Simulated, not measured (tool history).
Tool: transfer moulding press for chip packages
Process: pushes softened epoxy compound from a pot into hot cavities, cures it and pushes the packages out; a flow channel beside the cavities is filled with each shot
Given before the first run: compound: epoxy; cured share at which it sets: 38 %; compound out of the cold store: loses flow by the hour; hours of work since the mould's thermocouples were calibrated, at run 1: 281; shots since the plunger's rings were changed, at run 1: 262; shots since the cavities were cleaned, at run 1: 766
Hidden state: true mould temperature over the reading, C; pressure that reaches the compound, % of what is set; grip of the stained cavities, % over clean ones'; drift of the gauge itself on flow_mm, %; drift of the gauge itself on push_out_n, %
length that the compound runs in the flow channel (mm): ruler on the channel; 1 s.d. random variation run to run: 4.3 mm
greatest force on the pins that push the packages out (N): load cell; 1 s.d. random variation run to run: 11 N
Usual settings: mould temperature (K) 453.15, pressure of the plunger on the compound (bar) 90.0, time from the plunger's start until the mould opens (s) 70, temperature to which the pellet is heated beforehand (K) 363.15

run	hour	mould temperature (K)	pressure of the plunger on the compound (bar)	time from the plunger's start until the mould opens (s)	temperature to which the pellet is heated beforehand (K)	hours of work since the mould's thermocouples were calibrated	shots since the plunger's rings were changed	shots since the cavities were cleaned	incoming compound's hours out of the cold store	length that the compound runs in the flow channel (mm)	greatest force on the pins that push the packages out (N)
1	0.0	453.15	90.0	70	363.15	281	262	766	35.2	895	848
2	16.3	453.15	90.0	70	363.15	289	480	984	12.5	964	932
# hour 20.9: cavities cleaned with cleaning compound and waxed
3	38.2	453.15	90.0	70	363.15	300	752	231	14.5	958	699
4	55.2	453.15	90.0	70	363.15	309	980	459	45.5	850	698
5	69.0	453.15	90.0	70	363.15	316	1165	644	24.7	916	835
6	84.8	453.15	90.0	98	363.15	324	1376	855	18.3	933	520
# hour 98.0: cavities cleaned with cleaning compound and waxed
7	107.5	453.15	90.0	98	363.15	335	1659	127	36.6	875	362
8	120.2	453.15	90.0	70	369.15	342	1829	297	38.9	863	621
9	135.0	453.15	90.0	70	369.15	350	2026	494	44.4	843	708
10	151.5	455.15	72.6	70	369.15	358	2248	716	39.9	760	690
11	161.9	451.15	102.7	68	372.15	364	2387	855	22.4	959	998
12	172.6	451.15	102.7	53	371.15	369	2529	997	46.3	886	1811
# hour 175.9: cavities cleaned with cleaning compound and waxed
# hour 179.7: mould's thermocouples calibrated
13	185.8	453.15	82.5	70	363.15	3	2659	105	41.6	806	546
14	202.1	453.15	82.5	70	363.15	12	2877	323	36.5	818	648

For each entry between runs, how does the tool's hidden state at the last listed run before it compare with that at the first listed run after it?
In the gap between runs 2 and 3: cavities cleaned with cleaning compound and waxed (hour 20.9)
  true mould temperature over the reading, C: -0.14 -> -0.15; pressure that reaches the compound, % of what is set: 97.84 -> 96.87; grip of the stained cavities, % over clean ones': 87.3 -> 30.7
  difference, measured minus the result without the unlogged condition, length that the compound runs in the flow channel (mm): -11 -> -15; greatest force on the pins that push the packages out (N): +437 -> +170
In the gap between runs 6 and 7: cavities cleaned with cleaning compound and waxed (hour 98.0)
  true mould temperature over the reading, C: -0.17 -> -0.18; pressure that reaches the compound, % of what is set: 94.73 -> 93.75; grip of the stained cavities, % over clean ones': 77.8 -> 17.5
  difference, measured minus the result without the unlogged condition, length that the compound runs in the flow channel (mm): -25 -> -28; greatest force on the pins that push the packages out (N): +228 -> +54
In the gap between runs 12 and 13: cavities cleaned with cleaning compound and waxed (hour 175.9); mould's thermocouples calibrated (hour 179.7)
  true mould temperature over the reading, C: -0.21 -> -0.04; pressure that reaches the compound, % of what is set: 90.64 -> 90.18; grip of the stained cavities, % over clean ones': 83.5 -> 18.3
  difference, measured minus the result without the unlogged condition, length that the compound runs in the flow channel (mm): -44 -> -43; greatest force on the pins that push the packages out (N): +832 -> +86

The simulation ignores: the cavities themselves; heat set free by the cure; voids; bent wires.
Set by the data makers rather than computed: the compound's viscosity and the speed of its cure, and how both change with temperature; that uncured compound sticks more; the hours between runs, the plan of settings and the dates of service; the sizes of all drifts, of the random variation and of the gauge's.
